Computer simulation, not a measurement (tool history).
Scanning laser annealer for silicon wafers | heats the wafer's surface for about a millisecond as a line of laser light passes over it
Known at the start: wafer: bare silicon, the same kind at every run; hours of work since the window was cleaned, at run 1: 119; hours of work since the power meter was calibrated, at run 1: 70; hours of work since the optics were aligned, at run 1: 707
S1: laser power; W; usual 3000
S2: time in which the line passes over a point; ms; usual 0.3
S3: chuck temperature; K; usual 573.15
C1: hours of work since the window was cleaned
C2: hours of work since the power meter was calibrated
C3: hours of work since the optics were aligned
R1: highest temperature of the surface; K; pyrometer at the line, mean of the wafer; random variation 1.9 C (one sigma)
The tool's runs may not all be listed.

run,hour,S1,S2,S3,C1,C2,C3,R1
1,0,3000,0.3,573.15,119,70,707,1333.15
2,9.9,3000,0.3,573.15,126,77,714,1328.15
3,18.7,3000,0.3,573.15,132,83,721,1337.15
4,24.5,3000,0.3,573.15,136,87,725,1333.15
5,29.2,3000,0.338,573.15,140,91,728,1375.15
6,38.5,3000,0.262,573.15,146,97,735,1283.15
7,45.2,2808,0.3,573.15,151,102,740,1271.15
8,54.8,2722,0.3,573.15,158,109,746,1243.15
9,62.1,2722,0.3,561.15,163,114,752,1230.15
10,67.5,2722,0.3,561.15,167,118,755,1229.15
11,73.4,3000,0.3,573.15,171,122,760,1324.15
12,77.6,3000,0.3,573.15,174,125,763,1325.15
13,86.3,3034,0.3,573.15,180,131,769,1338.15
14,92.2,3000,0.3,573.15,184,136,773,1325.15
15,99.7,3000,0.345,573.15,190,141,778,1376.15
16,109.8,3000,0.345,573.15,197,148,785,1374.15
17,118.8,3000,0.3,548.15,203,154,792,1299.15
18,127.7,3000,0.3,548.15,210,161,798,1299.15
19,135,2911,0.3,548.15,215,166,803,1272.15
20,139.2,2911,0.3,548.15,218,169,806,1271.15
21,147.6,2616,0.221,607.15,224,175,812,1157.15
22,156.9,3020,0.232,560.15,230,182,819,1234.15
23,162.8,3020,0.232,560.15,235,186,823,1233.15
# hour 166.6: laser's power meter calibrated
24,174.7,2641,0.273,579.15,241,6,829,1193.15
25,179.5,2641,0.273,579.15,244,9,833,1190.15
26,188.4,2641,0.273,579.15,251,16,839,1192.15
27,195.8,2641,0.273,579.15,256,21,844,1191.15
28,205.3,2641,0.273,579.15,263,27,851,1191.15
# hour 214: laser's power meter calibrated, once more
29,214,2978,0.33,579.15,267,0,855,1352.15
30,221.6,2677,0.216,602.15,272,5,861,1161.15
31,231.7,2914,0.35,547.15,279,13,868,1319.15
32,236.1,3000,0.3,588.15,282,16,871,1333.15
33,241.6,3000,0.3,588.15,286,20,875,1331.15
34,250.8,3000,0.3,588.15,293,26,881,1334.15
35,256.4,2815,0.223,588.15,297,30,885,1188.15
36,262.1,2752,0.309,557.15,301,34,889,1234.15
37,270.7,2983,0.21,605.15,307,40,895,1231.15
# hour 275: window over the wafer cleaned
38,278.4,2983,0.21,605.15,2,44,900,1247.15
39,286.3,2983,0.21,605.15,8,50,905,1248.15
40,291.8,2707,0.332,573.15,12,54,909,1274.15

5 ways to go on from here, each from the tool as it stands after run 40. What would each give?
A,299.9,2771,0.286,535.15,18,60,915,?
B,299.9,2836,0.366,573.15,18,60,915,?
C,299.9,2585,0.332,573.15,18,60,915,?
D,299.9,2707,0.332,578.15,18,60,915,?
E,299.9,2850,0.342,547.15,18,60,915,?

run,R1
A,1210.15
B,1349.15
C,1234.15
D,1281.15
E,1306.15
Without the tool's hidden state the same runs would have given:
run,R1
A,1232.15
B,1373.15
C,1255.15
D,1303.15
E,1330.15
